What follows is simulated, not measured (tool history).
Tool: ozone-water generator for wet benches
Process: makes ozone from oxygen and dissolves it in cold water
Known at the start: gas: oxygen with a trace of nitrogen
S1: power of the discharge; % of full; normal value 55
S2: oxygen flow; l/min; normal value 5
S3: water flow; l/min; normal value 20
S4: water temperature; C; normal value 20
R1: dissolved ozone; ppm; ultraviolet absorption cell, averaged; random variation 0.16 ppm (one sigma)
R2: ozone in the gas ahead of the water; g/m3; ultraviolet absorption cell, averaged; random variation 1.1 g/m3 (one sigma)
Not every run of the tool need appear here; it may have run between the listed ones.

{"run": 1, "hour": 0.0, "S1": 55, "S2": 5, "S3": 20, "S4": 20, "R1": 21.1, "R2": 185.5}
{"run": 2, "hour": 102.6, "S1": 55, "S2": 3.06, "S3": 20, "S4": 20, "R1": 21, "R2": 246.4}
{"run": 3, "hour": 160.0, "S1": 55, "S2": 3.06, "S3": 25, "S4": 20, "R1": 16.9, "R2": 248.4}
{"run": 4, "hour": 209.5, "S1": 73, "S2": 5, "S3": 20, "S4": 20, "R1": 24.8, "R2": 217.4}
{"run": 5, "hour": 255.4, "S1": 73, "S2": 5, "S3": 20, "S4": 20, "R1": 24.8, "R2": 218.5}
{"run": 6, "hour": 302.9, "S1": 73, "S2": 5, "S3": 20, "S4": 20, "R1": 24.5, "R2": 217.1}
{"run": 7, "hour": 359.8, "S1": 55, "S2": 5, "S3": 20, "S4": 12, "R1": 23.3, "R2": 185.2}
{"run": 8, "hour": 463.3, "S1": 55, "S2": 5, "S3": 20, "S4": 12, "R1": 23.6, "R2": 185.3}
{"run": 9, "hour": 564.5, "S1": 55, "S2": 5, "S3": 20, "S4": 16, "R1": 22.3, "R2": 185.3}
{"run": 10, "hour": 650.6, "S1": 55, "S2": 5, "S3": 20, "S4": 20, "R1": 21, "R2": 184.9}
{"run": 11, "hour": 734.1, "S1": 55, "S2": 5, "S3": 20, "S4": 20, "R1": 21.3, "R2": 184.4}
{"run": 12, "hour": 818.5, "S1": 55, "S2": 5, "S3": 20, "S4": 20, "R1": 21, "R2": 182.7}
{"run": 13, "hour": 870.2, "S1": 55, "S2": 5, "S3": 20, "S4": 20, "R1": 21.2, "R2": 184.9}
{"run": 14, "hour": 924.4, "S1": 55, "S2": 5, "S3": 20, "S4": 20, "R1": 21.1, "R2": 182.4}
{"run": 15, "hour": 978.5, "S1": 55, "S2": 5, "S3": 20, "S4": 12, "R1": 23.6, "R2": 184.5}
{"run": 16, "hour": 1059.7, "S1": 55, "S2": 5, "S3": 22, "S4": 20, "R1": 19.6, "R2": 185}
{"run": 17, "hour": 1151.7, "S1": 55, "S2": 5, "S3": 22, "S4": 20, "R1": 19.8, "R2": 185.6}
{"hour": 1183.1, "done": "contactor cleaned"}
{"run": 18, "hour": 1215.7, "S1": 55, "S2": 5.12, "S3": 31, "S4": 20, "R1": 14.9, "R2": 182.6}
{"run": 19, "hour": 1305.6, "S1": 44, "S2": 5.12, "S3": 31, "S4": 20, "R1": 13, "R2": 159.7}
{"run": 20, "hour": 1361.1, "S1": 83, "S2": 3.36, "S3": 26, "S4": 13, "R1": 22.6, "R2": 289.7}
{"run": 21, "hour": 1431.2, "S1": 83, "S2": 3.36, "S3": 15, "S4": 18, "R1": 33.8, "R2": 290.4}
{"run": 22, "hour": 1525.7, "S1": 83, "S2": 3.36, "S3": 15, "S4": 18, "R1": 34.4, "R2": 290.3}
{"run": 23, "hour": 1619.5, "S1": 66, "S2": 5.45, "S3": 15, "S4": 15, "R1": 30.8, "R2": 193.3}
{"run": 24, "hour": 1697.8, "S1": 66, "S2": 5.45, "S3": 15, "S4": 15, "R1": 30.6, "R2": 194.2}
{"run": 25, "hour": 1785.5, "S1": 57, "S2": 3.12, "S3": 18, "S4": 15, "R1": 24.4, "R2": 248}
{"run": 26, "hour": 1865.4, "S1": 67, "S2": 8.55, "S3": 20, "S4": 20, "R1": 21.9, "R2": 149.2}
{"run": 27, "hour": 1909.4, "S1": 71, "S2": 7.88, "S3": 27, "S4": 20, "R1": 19, "R2": 160}
{"run": 28, "hour": 1978.6, "S1": 53, "S2": 5.12, "S3": 27, "S4": 17, "R1": 17, "R2": 177.7}
{"run": 29, "hour": 2064.4, "S1": 78, "S2": 4.02, "S3": 13, "S4": 12, "R1": 39.5, "R2": 252.4}
{"hour": 2106.3, "done": "water thermometer calibrated"}
{"run": 30, "hour": 2164.5, "S1": 81, "S2": 3.57, "S3": 18, "S4": 16, "R1": 29.7, "R2": 270.9}
{"run": 31, "hour": 2225.3, "S1": 59, "S2": 4.29, "S3": 12, "S4": 23, "R1": 29.3, "R2": 204.7}
{"hour": 2285.1, "done": "gauge calibrated"}
{"run": 32, "hour": 2306.6, "S1": 55, "S2": 2.78, "S3": 23, "S4": 16, "R1": 18.9, "R2": 261.9}
{"run": 33, "hour": 2400.1, "S1": 55, "S2": 2.78, "S3": 23, "S4": 16, "R1": 19.2, "R2": 263.5}

Here are 4 independent what-if runs from the current tool condition. What would each one return?
{"run": "A", "hour": 2469.9, "S1": 55, "S2": 6.34, "S3": 20, "S4": 20, "R1": "?", "R2": "?"}
{"run": "B", "hour": 2469.9, "S1": 71, "S2": 2.67, "S3": 23, "S4": 18, "R1": "?", "R2": "?"}
{"run": "C", "hour": 2469.9, "S1": 55, "S2": 7.71, "S3": 20, "S4": 24, "R1": "?", "R2": "?"}
{"run": "D", "hour": 2469.9, "S1": 44, "S2": 5, "S3": 20, "S4": 25, "R1": "?", "R2": "?"}

run=A R1=21 R2=163.5
run=B R1=21.5 R2=306.5
run=C R1=18.9 R2=144.5
run=D R1=17.2 R2=165.7
Without the tool's hidden state the same runs would have given:
run=A R1=21 R2=164
run=B R1=21.5 R2=307.5
run=C R1=19 R2=145
run=D R1=17.2 R2=166.2
